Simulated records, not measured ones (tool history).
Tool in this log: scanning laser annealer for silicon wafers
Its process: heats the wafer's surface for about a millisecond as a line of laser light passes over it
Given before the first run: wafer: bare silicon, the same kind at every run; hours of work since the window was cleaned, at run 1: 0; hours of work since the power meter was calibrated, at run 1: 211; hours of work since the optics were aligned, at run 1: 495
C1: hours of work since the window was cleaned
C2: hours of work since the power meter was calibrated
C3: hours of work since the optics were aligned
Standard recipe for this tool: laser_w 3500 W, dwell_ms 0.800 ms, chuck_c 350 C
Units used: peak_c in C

run 1 day=0.000 | laser_w=3500 dwell_ms=0.800 chuck_c=350 | C1=0 C2=211 C3=495 | peak_c=1139
run 2 day=1.767 | laser_w=3500 dwell_ms=0.800 chuck_c=350 | C1=31 C2=242 C3=526 | peak_c=1139
run 3 day=3.967 | laser_w=3500 dwell_ms=0.742 chuck_c=350 | C1=69 C2=280 C3=564 | peak_c=1104
run 4 day=7.175 | laser_w=3500 dwell_ms=0.800 chuck_c=350 | C1=125 C2=336 C3=620 | peak_c=1133
run 5 day=9.379 | laser_w=3664 dwell_ms=0.800 chuck_c=350 | C1=163 C2=374 C3=658 | peak_c=1173
run 6 day=11.771 | laser_w=3664 dwell_ms=0.800 chuck_c=350 | C1=205 C2=416 C3=700 | peak_c=1173
run 7 day=14.762 | laser_w=3569 dwell_ms=0.742 chuck_c=313 | C1=257 C2=468 C3=752 | peak_c=1073
run 8 day=17.792 | laser_w=3569 dwell_ms=0.742 chuck_c=313 | C1=310 C2=521 C3=805 | peak_c=1074
run 9 day=19.175 | laser_w=3488 dwell_ms=0.961 chuck_c=313 | C1=334 C2=545 C3=829 | peak_c=1157
run 10 day=21.479 | laser_w=3603 dwell_ms=0.639 chuck_c=313 | C1=374 C2=585 C3=869 | peak_c=1014
run 11 day=24.296 | laser_w=3603 dwell_ms=0.639 chuck_c=313 | C1=423 C2=634 C3=918 | peak_c=1015
run 12 day=26.229 | laser_w=3603 dwell_ms=0.596 chuck_c=333 | C1=457 C2=668 C3=952 | peak_c=1007

4 options for the next run, each taken on its own from the tool as it stands now. Forecast them:
run A day=28.104 | laser_w=3303 dwell_ms=0.596 chuck_c=333 | C1=490 C2=701 C3=985 | peak_c=?
run B day=28.104 | laser_w=3500 dwell_ms=0.800 chuck_c=389 | C1=490 C2=701 C3=985 | peak_c=?
run C day=28.104 | laser_w=3603 dwell_ms=0.672 chuck_c=333 | C1=490 C2=701 C3=985 | peak_c=?
run D day=28.104 | laser_w=3200 dwell_ms=0.840 chuck_c=344 | C1=490 C2=701 C3=985 | peak_c=?

run=A peak_c=940
run=B peak_c=1147
run=C peak_c=1050
run=D peak_c=1045
Stripped of hidden state, with their random variation kept, the same runs would have yielded:
run=A peak_c=975
run=B peak_c=1191
run=C peak_c=1091
run=D peak_c=1086

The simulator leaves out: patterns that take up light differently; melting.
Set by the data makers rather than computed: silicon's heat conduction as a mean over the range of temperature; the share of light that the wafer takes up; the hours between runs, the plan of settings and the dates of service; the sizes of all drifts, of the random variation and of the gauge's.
